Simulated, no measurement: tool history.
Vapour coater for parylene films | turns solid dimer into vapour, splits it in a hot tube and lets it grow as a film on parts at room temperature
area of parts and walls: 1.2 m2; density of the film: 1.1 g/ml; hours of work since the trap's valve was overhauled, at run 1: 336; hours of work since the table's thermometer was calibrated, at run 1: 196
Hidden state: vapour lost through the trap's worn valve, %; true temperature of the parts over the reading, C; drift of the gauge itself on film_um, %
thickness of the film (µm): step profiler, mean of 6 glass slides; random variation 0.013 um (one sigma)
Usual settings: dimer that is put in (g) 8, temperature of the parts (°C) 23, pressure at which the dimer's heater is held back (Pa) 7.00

run,day,dimer that is put in (g),temperature of the parts (°C),pressure at which the dimer's heater is held back (Pa),hours of work since the trap's valve was overhauled,hours of work since the table's thermometer was calibrated,thickness of the film (µm)
1,0.000,8,23,7.00,336,196,2.88
2,1.700,8,23,7.00,359,219,2.89
3,2.592,8,23,7.00,372,231,2.86
4,3.700,8,23,7.00,387,247,2.89
# day 4.538: trap's valve overhauled
5,4.842,8,23,7.00,4,260,3.06
6,5.754,8,33,7.00,17,273,2.47
7,7.046,8,23,2.73,35,291,3.60
8,7.992,8,23,2.73,48,304,3.59
9,8.750,8,23,2.73,58,314,3.59
10,10.508,8,23,2.73,83,339,3.56
11,12.146,8,23,7.00,105,361,3.01
12,13.412,8,23,10.27,123,379,2.78
13,14.662,8,23,10.27,140,396,2.81
14,15.983,8,23,7.62,158,414,2.95
15,17.229,8,23,7.62,175,431,2.93
16,18.642,8,23,7.62,195,451,2.92
17,20.304,8,23,7.62,218,474,2.90
18,21.567,8,26,7.62,235,491,2.72
19,22.925,8,23,7.00,254,510,2.93
20,24.746,8,25,3.45,279,535,3.21
21,26.512,8,23,6.49,304,560,2.95
22,27.692,6,26,10.11,320,576,1.92
23,29.229,5,28,5.57,341,597,1.70
24,30.488,5,28,5.57,359,615,1.71
25,32.071,5,28,5.57,381,637,1.70
# day 33.371: trap's valve overhauled
26,33.596,6,18,5.57,3,656,2.67
27,34.667,8,17,6.11,18,670,3.55
28,36.379,8,17,9.89,42,694,3.23
29,38.075,8,26,7.00,65,717,2.85
30,39.717,7,19,7.16,88,740,2.87
31,40.725,6,19,7.16,102,754,2.43
32,42.321,6,19,7.16,124,776,2.44
33,43.979,6,15,7.16,147,799,2.64
34,45.112,6,23,4.16,162,815,2.43
35,46.271,8,19,7.00,178,831,3.26
36,47.892,8,19,7.00,201,853,3.22
37,48.662,4,23,10.40,211,864,1.37

Hidden state at the last listed run before each entry between runs and at the first one after, where it differs:
Between runs 4 and 5: trap's valve overhauled (day 4.538)
  vapour lost through the trap's worn valve, %: 6 -> 0.1; true temperature of the parts over the reading, C: -0.08 -> -0.09
  measured less the result without the state, thickness of the film (µm): -0.18 -> +0.01
Between runs 25 and 26: trap's valve overhauled (day 33.371)
  vapour lost through the trap's worn valve, %: 5.9 -> 0.1; true temperature of the parts over the reading, C: -0.23 -> -0.24
  measured less the result without the state, thickness of the film (µm): -0.10 -> +0.01

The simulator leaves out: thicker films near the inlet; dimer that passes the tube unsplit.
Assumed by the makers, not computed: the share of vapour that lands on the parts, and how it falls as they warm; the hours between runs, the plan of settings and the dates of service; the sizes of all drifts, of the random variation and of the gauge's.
